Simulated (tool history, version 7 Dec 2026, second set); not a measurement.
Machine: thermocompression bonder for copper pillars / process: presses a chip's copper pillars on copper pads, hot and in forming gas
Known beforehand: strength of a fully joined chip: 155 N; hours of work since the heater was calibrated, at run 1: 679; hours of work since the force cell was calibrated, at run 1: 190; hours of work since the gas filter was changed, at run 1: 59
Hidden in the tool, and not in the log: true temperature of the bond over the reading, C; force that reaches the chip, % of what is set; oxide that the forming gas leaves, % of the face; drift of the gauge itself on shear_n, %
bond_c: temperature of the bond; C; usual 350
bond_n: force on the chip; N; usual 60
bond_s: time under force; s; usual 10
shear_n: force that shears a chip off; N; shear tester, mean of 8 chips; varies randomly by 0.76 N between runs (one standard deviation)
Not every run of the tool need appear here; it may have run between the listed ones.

run	hour	bond_c	bond_n	bond_s	hours of work since the heater was calibrated	hours of work since the force cell was calibrated	hours of work since the gas filter was changed	shear_n
1	0.0	350	60	10	679	190	59	51.8
2	6.7	350	60	23	684	195	63	71.5
3	11.8	350	60	10	687	198	67	50.7
4	16.5	340	60	10	690	201	70	45.0
5	23.1	340	60	10	694	205	74	45.0
6	28.0	340	60	10	697	208	77	44.1
7	32.7	340	60	10	700	211	80	43.9
8	40.2	350	60	10	705	216	84	50.1
# hour 42.2: force cell calibrated
9	45.5	350	60	10	707	2	87	50.5
10	51.5	350	60	10	711	6	91	49.4
11	59.5	326	60	10	716	11	96	34.9
12	67.6	350	60	10	721	16	101	50.7
13	75.8	369	60	10	726	21	106	62.5
# hour 79.5: force cell calibrated, once more
14	83.6	369	60	10	730	3	110	63.7
15	90.3	369	60	10	734	7	114	63.7

Expected results for the next run?
16	99.4	369	60	10	740	12	120	?

shear_n: 62.3 N
Minus the tool's unlogged condition, the same run would have read shear_n 70.1 N.
